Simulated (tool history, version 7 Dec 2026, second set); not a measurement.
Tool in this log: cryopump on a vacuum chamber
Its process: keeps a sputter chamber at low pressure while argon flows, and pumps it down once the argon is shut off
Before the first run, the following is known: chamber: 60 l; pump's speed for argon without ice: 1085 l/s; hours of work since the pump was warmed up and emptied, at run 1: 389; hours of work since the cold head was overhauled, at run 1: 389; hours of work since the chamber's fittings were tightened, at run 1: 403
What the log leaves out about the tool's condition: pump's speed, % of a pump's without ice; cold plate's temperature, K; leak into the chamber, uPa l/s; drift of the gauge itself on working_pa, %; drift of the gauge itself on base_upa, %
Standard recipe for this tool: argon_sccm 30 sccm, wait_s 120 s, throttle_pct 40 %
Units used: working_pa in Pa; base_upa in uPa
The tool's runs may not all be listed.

run,hour,argon_sccm,wait_s,throttle_pct,hours of work since the pump was warmed up and emptied,hours of work since the cold head was overhauled,hours of work since the chamber's fittings were tightened,working_pa,base_upa
1,0,30,120,40,389,389,403,0.1236,1.59
2,20.2,30,51,40,398,398,411,0.124,3.08
3,42.6,30,89,40,407,407,421,0.124,1.94
4,56.3,30,89,40,413,413,427,0.1267,1.97
5,80.1,30,120,18,424,424,437,0.2679,1.56
6,99.4,38,120,40,432,432,446,0.1568,1.56
7,122.9,13,120,40,442,442,456,0.0532,1.57
8,135.9,30,71,40,448,448,461,0.1248,2.34
9,151.2,13,120,40,454,454,468,0.0548,1.66
10,175.4,13,120,40,465,465,478,0.0548,1.56
11,201.8,13,31,40,476,476,490,0.0549,4.4
12,216.2,13,31,40,482,482,496,0.0547,4.71
13,242.1,30,120,40,494,494,507,0.1257,1.62
14,265.3,30,120,40,504,504,517,0.1263,1.63
15,292.8,30,120,40,516,516,529,0.1266,1.65
16,305.5,30,120,40,521,521,535,0.128,1.62
17,327.6,30,120,40,531,531,544,0.1272,1.6
18,349.1,30,120,40,540,540,554,0.1284,1.54
19,367.5,39,120,40,548,548,562,0.1639,1.59
20,387.1,20,268,40,556,556,570,0.0851,1.05
21,406.1,38,23,40,565,565,578,0.1612,6.06
22,429.6,14,23,19,575,575,588,0.1193,6.25
23,455.2,30,120,30,586,586,599,0.1675,1.67
24,480.4,30,120,30,597,597,610,0.1687,1.6
25,492.2,17,178,51,602,602,615,0.059,1.3
26,518.3,17,178,51,613,613,627,0.0589,1.32
27,543.3,20,131,50,624,624,638,0.0704,1.5
28,569.3,15,120,16,635,635,649,0.1543,1.68
29,589.2,23,61,58,644,644,657,0.0717,2.65
30,609.4,14,53,53,653,653,666,0.0472,3
31,626.2,28,72,16,660,660,673,0.2827,2.31
32,650.9,28,72,16,671,671,684,0.2856,2.32
33,677.8,28,72,16,682,682,696,0.286,2.43
34,696.6,28,72,16,690,690,704,0.286,2.41

Measured less the same run without the tool's hidden state. The same run-to-run variation is in both; the gauge's scatter may not be:
run,working_pa,base_upa
1,+0.0072,+0.22
2,+0.0074,+0.23
3,+0.0077,+0.23
4,+0.0078,+0.24
5,+0.008,+0.25
6,+0.0102,+0.25
7,+0.0036,+0.25
8,+0.0085,+0.25
9,+0.0037,+0.27
10,+0.0038,+0.26
11,+0.004,+0.25
12,+0.004,+0.28
13,+0.0094,+0.27
14,+0.0097,+0.29
15,+0.01,+0.29
16,+0.0101,+0.29
17,+0.0103,+0.28
18,+0.0106,+0.29
19,+0.0139,+0.3
20,+0.0072,+0.3
21,+0.014,+0.31
22,+0.0053,+0.32
23,+0.0116,+0.32
24,+0.0119,+0.32
25,+0.0069,+0.32
26,+0.0069,+0.34
27,+0.0083,+0.32
28,+0.0064,+0.35
29,+0.0099,+0.35
30,+0.0062,+0.35
31,+0.0124,+0.35
32,+0.0128,+0.35
33,+0.013,+0.37
34,+0.0132,+0.38
